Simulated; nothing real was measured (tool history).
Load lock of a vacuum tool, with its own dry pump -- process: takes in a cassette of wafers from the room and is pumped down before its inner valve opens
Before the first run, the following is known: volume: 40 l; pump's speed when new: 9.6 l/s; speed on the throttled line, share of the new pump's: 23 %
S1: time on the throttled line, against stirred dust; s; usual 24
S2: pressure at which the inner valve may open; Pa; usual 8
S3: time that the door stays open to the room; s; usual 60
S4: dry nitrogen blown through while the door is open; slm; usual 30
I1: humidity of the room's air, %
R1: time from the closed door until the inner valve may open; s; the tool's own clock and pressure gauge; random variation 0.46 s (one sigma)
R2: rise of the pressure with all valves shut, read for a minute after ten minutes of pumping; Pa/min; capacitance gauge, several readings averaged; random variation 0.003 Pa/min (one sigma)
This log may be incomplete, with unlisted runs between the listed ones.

{"run": 1, "hour": 0.0, "S1": 24, "S2": 8, "S3": 60, "S4": 30, "I1": 43.1, "R1": 62.4, "R2": 0.067}
{"run": 2, "hour": 63.1, "S1": 24, "S2": 8, "S3": 60, "S4": 30, "I1": 48.5, "R1": 64.2, "R2": 0.072}
{"run": 3, "hour": 147.5, "S1": 24, "S2": 14, "S3": 60, "S4": 30, "I1": 41.3, "R1": 60, "R2": 0.067}
{"run": 4, "hour": 203.9, "S1": 24, "S2": 14, "S3": 60, "S4": 30, "I1": 46.5, "R1": 60.2, "R2": 0.074}
{"run": 5, "hour": 312.7, "S1": 24, "S2": 14, "S3": 60, "S4": 30, "I1": 42.1, "R1": 60.8, "R2": 0.075}
{"run": 6, "hour": 432.5, "S1": 24, "S2": 14, "S3": 60, "S4": 30, "I1": 43.1, "R1": 60.9, "R2": 0.076}
{"run": 7, "hour": 485.9, "S1": 24, "S2": 14, "S3": 60, "S4": 30, "I1": 43.5, "R1": 60.3, "R2": 0.072}
{"run": 8, "hour": 584.1, "S1": 24, "S2": 14, "S3": 60, "S4": 30, "I1": 45.1, "R1": 61.2, "R2": 0.077}
{"run": 9, "hour": 697.6, "S1": 24, "S2": 8, "S3": 60, "S4": 14, "I1": 41.8, "R1": 63.5, "R2": 0.086}
{"run": 10, "hour": 783.5, "S1": 24, "S2": 8, "S3": 60, "S4": 30, "I1": 45.9, "R1": 63, "R2": 0.079}
{"run": 11, "hour": 845.2, "S1": 24, "S2": 8, "S3": 60, "S4": 30, "I1": 46.1, "R1": 63.8, "R2": 0.082}
{"run": 12, "hour": 946.8, "S1": 24, "S2": 8, "S3": 44, "S4": 30, "I1": 43.6, "R1": 63.4, "R2": 0.077}
{"run": 13, "hour": 1066.4, "S1": 24, "S2": 16, "S3": 60, "S4": 30, "I1": 46.7, "R1": 60.6, "R2": 0.079}
{"run": 14, "hour": 1120.3, "S1": 24, "S2": 16, "S3": 60, "S4": 30, "I1": 47.8, "R1": 60.3, "R2": 0.084}
{"run": 15, "hour": 1244.2, "S1": 24, "S2": 16, "S3": 60, "S4": 30, "I1": 42.8, "R1": 60, "R2": 0.083}
{"run": 16, "hour": 1315.1, "S1": 24, "S2": 16, "S3": 60, "S4": 30, "I1": 46.1, "R1": 60.6, "R2": 0.09}
{"run": 17, "hour": 1394.2, "S1": 24, "S2": 7, "S3": 150, "S4": 5, "I1": 45.3, "R1": 64.6, "R2": 0.154}
{"run": 18, "hour": 1450.7, "S1": 24, "S2": 7, "S3": 150, "S4": 5, "I1": 45.9, "R1": 65, "R2": 0.155}
{"run": 19, "hour": 1556.3, "S1": 24, "S2": 7, "S3": 150, "S4": 5, "I1": 41.6, "R1": 65.5, "R2": 0.149}
{"run": 20, "hour": 1635.6, "S1": 24, "S2": 7, "S3": 150, "S4": 5, "I1": 41.1, "R1": 64.5, "R2": 0.15}
{"run": 21, "hour": 1692.1, "S1": 24, "S2": 7, "S3": 150, "S4": 5, "I1": 44.8, "R1": 63.9, "R2": 0.164}
{"run": 22, "hour": 1789.4, "S1": 26, "S2": 11, "S3": 58, "S4": 6, "I1": 45, "R1": 64.1, "R2": 0.124}
{"run": 23, "hour": 1869.3, "S1": 31, "S2": 10, "S3": 27, "S4": 7, "I1": 44.7, "R1": 68, "R2": 0.101}
{"run": 24, "hour": 1923.8, "S1": 38, "S2": 8, "S3": 60, "S4": 30, "I1": 44.2, "R1": 74.6, "R2": 0.099}
{"run": 25, "hour": 2031.3, "S1": 38, "S2": 8, "S3": 60, "S4": 30, "I1": 44, "R1": 74.6, "R2": 0.098}
{"run": 26, "hour": 2160.6, "S1": 38, "S2": 7, "S3": 80, "S4": 30, "I1": 46.5, "R1": 74.2, "R2": 0.101}
{"run": 27, "hour": 2261.2, "S1": 38, "S2": 7, "S3": 80, "S4": 30, "I1": 45.7, "R1": 75.6, "R2": 0.101}
{"run": 28, "hour": 2326.0, "S1": 17, "S2": 8, "S3": 60, "S4": 16, "I1": 46.4, "R1": 59.4, "R2": 0.118}

The logged runs with the hidden state left out (each run's random variation unchanged):
Hidden conditions of the tool in this case: pump's speed, % of a new pump's; leak at the door's seal, Pa l/s; drift of the gauge itself on ready_s, %; drift of the gauge itself on rise_pa_min, %.
run=1 R1=57.7 R2=0.036
run=2 R1=59.3 R2=0.04
run=3 R1=55.4 R2=0.032
run=4 R1=55.5 R2=0.039
run=5 R1=56.1 R2=0.039
run=6 R1=56.1 R2=0.037
run=7 R1=55.5 R2=0.034
run=8 R1=56.3 R2=0.037
run=9 R1=58.2 R2=0.044
run=10 R1=57.7 R2=0.037
run=11 R1=58.5 R2=0.039
run=12 R1=57.9 R2=0.032
run=13 R1=55.5 R2=0.034
run=14 R1=55.2 R2=0.037
run=15 R1=54.8 R2=0.035
run=16 R1=55.3 R2=0.04
run=17 R1=58.6 R2=0.103
run=18 R1=59 R2=0.103
run=19 R1=59.4 R2=0.096
run=20 R1=58.5 R2=0.094
run=21 R1=57.9 R2=0.107
run=22 R1=58.4 R2=0.067
run=23 R1=62.2 R2=0.042
run=24 R1=69 R2=0.04
run=25 R1=68.9 R2=0.037
run=26 R1=68.4 R2=0.039
run=27 R1=69.7 R2=0.035
run=28 R1=52.7 R2=0.053
